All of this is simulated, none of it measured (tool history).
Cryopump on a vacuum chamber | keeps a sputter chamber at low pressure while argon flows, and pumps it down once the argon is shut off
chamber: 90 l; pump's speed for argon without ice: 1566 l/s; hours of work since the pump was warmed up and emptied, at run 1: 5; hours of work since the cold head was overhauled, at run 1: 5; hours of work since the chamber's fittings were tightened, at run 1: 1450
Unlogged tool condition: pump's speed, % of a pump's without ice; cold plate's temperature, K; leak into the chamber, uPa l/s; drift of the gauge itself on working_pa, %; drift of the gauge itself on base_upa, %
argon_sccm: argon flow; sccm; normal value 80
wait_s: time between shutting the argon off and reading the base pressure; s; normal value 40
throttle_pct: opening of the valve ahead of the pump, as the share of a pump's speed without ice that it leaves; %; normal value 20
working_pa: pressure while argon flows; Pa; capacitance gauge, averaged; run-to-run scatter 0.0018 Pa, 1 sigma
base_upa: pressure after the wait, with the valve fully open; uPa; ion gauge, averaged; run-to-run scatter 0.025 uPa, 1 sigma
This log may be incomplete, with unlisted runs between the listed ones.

| run | hour | argon_sccm | wait_s | throttle_pct | hours of work since the pump was warmed up and emptied | hours of work since the cold head was overhauled | hours of work since the chamber's fittings were tightened | working_pa | base_upa |
|---|---|---|---|---|---|---|---|---|---|
| 1 | 0.0 | 80 | 40 | 20 | 5 | 5 | 1450 | 0.4314 | 1.91 |
| 2 | 12.7 | 80 | 146 | 20 | 13 | 13 | 1458 | 0.4324 | 1.31 |
| 3 | 31.4 | 80 | 146 | 20 | 24 | 24 | 1469 | 0.4346 | 1.30 |
| 4 | 43.0 | 80 | 146 | 20 | 31 | 31 | 1476 | 0.4352 | 1.30 |
| 5 | 52.0 | 80 | 40 | 20 | 36 | 36 | 1482 | 0.4351 | 1.94 |
| 6 | 60.7 | 80 | 40 | 20 | 42 | 42 | 1487 | 0.4339 | 1.97 |
| 7 | 74.8 | 66 | 40 | 20 | 50 | 50 | 1495 | 0.3572 | 1.92 |
| 8 | 83.7 | 66 | 40 | 20 | 55 | 55 | 1501 | 0.3554 | 1.92 |
| 9 | 100.4 | 66 | 40 | 20 | 65 | 65 | 1511 | 0.3583 | 1.93 |
| 10 | 110.1 | 80 | 40 | 20 | 71 | 71 | 1516 | 0.4333 | 1.96 |
| 11 | 120.4 | 61 | 40 | 20 | 77 | 77 | 1523 | 0.3316 | 2.02 |
| 12 | 141.6 | 55 | 40 | 20 | 90 | 90 | 1535 | 0.2970 | 1.98 |
| 13 | 161.5 | 55 | 40 | 20 | 102 | 102 | 1547 | 0.2976 | 1.96 |
| 14 | 181.7 | 55 | 40 | 20 | 114 | 114 | 1559 | 0.2982 | 1.98 |
| 15 | 195.2 | 55 | 40 | 20 | 122 | 122 | 1567 | 0.3003 | 2.01 |
| 16 | 204.2 | 44 | 40 | 20 | 128 | 128 | 1573 | 0.2414 | 2.01 |
| 17 | 222.7 | 44 | 40 | 20 | 139 | 139 | 1584 | 0.2391 | 2.05 |
| 18 | 234.8 | 44 | 40 | 20 | 146 | 146 | 1591 | 0.2386 | 2.02 |
| 19 | 245.9 | 57 | 235 | 49 | 153 | 153 | 1598 | 0.1294 | 1.34 |
| 20 | 257.7 | 106 | 31 | 20 | 160 | 160 | 1605 | 0.5817 | 2.26 |
| 21 | 274.8 | 80 | 40 | 22 | 170 | 170 | 1615 | 0.3925 | 2.09 |
| 22 | 293.4 | 53 | 57 | 53 | 181 | 181 | 1626 | 0.1102 | 1.85 |
| 23 | 306.1 | 58 | 258 | 22 | 189 | 189 | 1634 | 0.2878 | 1.34 |
| 24 | 324.1 | 58 | 258 | 22 | 199 | 199 | 1645 | 0.2884 | 1.37 |
| 25 | 338.9 | 73 | 31 | 17 | 208 | 208 | 1653 | 0.4689 | 2.36 |
| 26 | 354.9 | 63 | 40 | 20 | 218 | 218 | 1663 | 0.3465 | 2.14 |
| 27 | 370.1 | 138 | 144 | 17 | 227 | 227 | 1672 | 0.8838 | 1.51 |
| 28 | 386.9 | 40 | 49 | 33 | 237 | 237 | 1682 | 0.1335 | 1.97 |
| 29 | 404.8 | 40 | 49 | 33 | 248 | 248 | 1693 | 0.1339 | 1.97 |
| 30 | 414.3 | 40 | 43 | 15 | 253 | 253 | 1699 | 0.2888 | 2.15 |
| 31 | 427.2 | 80 | 151 | 20 | 261 | 261 | 1706 | 0.4371 | 1.54 |
| 32 | 439.2 | 80 | 151 | 53 | 268 | 268 | 1713 | 0.1685 | 1.55 |
| 33 | 460.5 | 80 | 151 | 53 | 281 | 281 | 1726 | 0.1703 | 1.52 |
| 34 | 471.5 | 35 | 75 | 53 | 288 | 288 | 1733 | 0.0744 | 1.79 |

For some of the steps in working_pa from one run to the next: how much would appear even if the tool had no hidden state, given the settings, what came in and random variation, and how much remains for the hidden state plus any gauge scatter that the measured result and the result without hidden state don't share?
Run 19 -> 20: argon_sccm 57 -> 106, wait_s 235 -> 31, throttle_pct 49 -> 20. working_pa +0.4523 Pa: hidden state +0.0028, all else +0.4495.
Run 26 -> 27: argon_sccm 63 -> 138, wait_s 40 -> 144, throttle_pct 20 -> 17. working_pa +0.5373 Pa: hidden state +0.0056, all else +0.5317.
Run 27 -> 28: argon_sccm 138 -> 40, wait_s 144 -> 49, throttle_pct 17 -> 33. working_pa -0.7503 Pa: hidden state -0.0070, all else -0.7433.
Run 33 -> 34: argon_sccm 80 -> 35, wait_s 151 -> 75. working_pa -0.0959 Pa: hidden state -0.0038, all else -0.0921.
